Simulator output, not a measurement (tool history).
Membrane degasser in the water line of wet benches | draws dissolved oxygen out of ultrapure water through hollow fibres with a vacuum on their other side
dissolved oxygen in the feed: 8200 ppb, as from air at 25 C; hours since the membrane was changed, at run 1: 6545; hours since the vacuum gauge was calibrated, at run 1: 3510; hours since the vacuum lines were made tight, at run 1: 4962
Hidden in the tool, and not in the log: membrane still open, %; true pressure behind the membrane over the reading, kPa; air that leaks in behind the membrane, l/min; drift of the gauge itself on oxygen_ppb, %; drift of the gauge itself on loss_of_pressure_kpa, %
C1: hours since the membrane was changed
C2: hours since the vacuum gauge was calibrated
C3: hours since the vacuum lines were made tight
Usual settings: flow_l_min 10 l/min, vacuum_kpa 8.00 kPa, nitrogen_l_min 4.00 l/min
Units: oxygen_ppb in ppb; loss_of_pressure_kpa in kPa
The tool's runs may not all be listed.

Run 1, hour 0.0: usual settings; C1 6545; C2 3510; C3 4962. Result: oxygen_ppb 305.7 ppb, loss_of_pressure_kpa 66.52 kPa.
Run 2, hour 131.7: usual settings; C1 6677; C2 3642; C3 5093. Result: oxygen_ppb 310.0 ppb, loss_of_pressure_kpa 66.25 kPa.
Run 3, hour 237.4: usual settings; C1 6782; C2 3748; C3 5199. Result: oxygen_ppb 307.5 ppb, loss_of_pressure_kpa 65.99 kPa.
Run 4, hour 349.7: usual settings; C1 6895; C2 3860; C3 5312. Result: oxygen_ppb 307.8 ppb, loss_of_pressure_kpa 65.62 kPa.
Run 5, hour 444.6: usual settings; C1 6990; C2 3955; C3 5406. Result: oxygen_ppb 307.3 ppb, loss_of_pressure_kpa 65.82 kPa.
Run 6, hour 559.2: usual settings; C1 7104; C2 4070; C3 5521. Result: oxygen_ppb 309.6 ppb, loss_of_pressure_kpa 65.59 kPa.
Run 7, hour 739.9: usual settings; C1 7285; C2 4250; C3 5702. Result: oxygen_ppb 311.6 ppb, loss_of_pressure_kpa 66.16 kPa.
Run 8, hour 889.2: usual settings but vacuum_kpa 17.13 kPa; C1 7434; C2 4400; C3 5851. Result: oxygen_ppb 363.2 ppb, loss_of_pressure_kpa 66.12 kPa.
Run 9, hour 1016.4: usual settings but vacuum_kpa 17.13 kPa; C1 7561; C2 4527; C3 5978. Result: oxygen_ppb 365.6 ppb, loss_of_pressure_kpa 66.25 kPa.
Run 10, hour 1128.0: usual settings but vacuum_kpa 17.13 kPa; C1 7673; C2 4638; C3 6090. Result: oxygen_ppb 362.0 ppb, loss_of_pressure_kpa 65.86 kPa.
Run 11, hour 1309.8: usual settings but vacuum_kpa 7.39 kPa, nitrogen_l_min 4.33 l/min; C1 7855; C2 4820; C3 6272. Result: oxygen_ppb 305.6 ppb, loss_of_pressure_kpa 66.36 kPa.
Run 12, hour 1453.7: usual settings but flow_l_min 6 l/min; C1 7999; C2 4964; C3 6415. Result: oxygen_ppb 78.8 ppb, loss_of_pressure_kpa 39.83 kPa.
Run 13, hour 1572.9: usual settings but vacuum_kpa 8.80 kPa, nitrogen_l_min 10.72 l/min; C1 8118; C2 5083; C3 6535. Result: oxygen_ppb 291.0 ppb, loss_of_pressure_kpa 65.80 kPa.
Run 14, hour 1752.7: usual settings but vacuum_kpa 8.80 kPa, nitrogen_l_min 10.72 l/min; C1 8298; C2 5263; C3 6714. Result: oxygen_ppb 291.1 ppb, loss_of_pressure_kpa 65.13 kPa.
Run 15, hour 1841.5: usual settings but vacuum_kpa 8.80 kPa, nitrogen_l_min 10.72 l/min; C1 8387; C2 5352; C3 6803. Result: oxygen_ppb 297.9 ppb, loss_of_pressure_kpa 65.76 kPa.
Run 16, hour 1959.6: usual settings but vacuum_kpa 8.80 kPa, nitrogen_l_min 10.72 l/min; C1 8505; C2 5470; C3 6921. Result: oxygen_ppb 298.6 ppb, loss_of_pressure_kpa 65.86 kPa.
Run 17, hour 2047.5: usual settings but flow_l_min 6 l/min, vacuum_kpa 16.92 kPa; C1 8592; C2 5558; C3 7009. Result: oxygen_ppb 113.7 ppb, loss_of_pressure_kpa 39.22 kPa.
Run 18, hour 2140.5: usual settings but flow_l_min 7 l/min, vacuum_kpa 12.09 kPa, nitrogen_l_min 7.39 l/min; C1 8686; C2 5651; C3 7102. Result: oxygen_ppb 124.0 ppb, loss_of_pressure_kpa 45.86 kPa.

3 ways to go on from here, each from the tool as it stands after run 18. What would each give?
At hour 2165.5: seals of the vacuum lines changed.
Run A, hour 2288.6: usual settings but flow_l_min 15 l/min, nitrogen_l_min 1.89 l/min; C1 8832; C2 5797; C3 123. Result: oxygen_ppb ?, loss_of_pressure_kpa ?.
At hour 2165.5: seals of the vacuum lines changed.
Run B, hour 2288.6: usual settings but flow_l_min 15 l/min, vacuum_kpa 5.01 kPa, nitrogen_l_min 1.84 l/min; C1 8832; C2 5797; C3 123. Result: oxygen_ppb ?, loss_of_pressure_kpa ?.
At hour 2165.5: seals of the vacuum lines changed.
Run C, hour 2288.6: usual settings but flow_l_min 13 l/min, vacuum_kpa 13.71 kPa, nitrogen_l_min 4.39 l/min; C1 8832; C2 5797; C3 123. Result: oxygen_ppb ?, loss_of_pressure_kpa ?.

run  oxygen_ppb  loss_of_pressure_kpa
  A       755.4                 97.95
  B       697.7                 98.71
  C       570.1                 85.39
Without the tool's hidden state the same runs would have given:
run  oxygen_ppb  loss_of_pressure_kpa
  A       754.2                 98.88
  B       696.5                 99.64
  C       569.1                 86.20
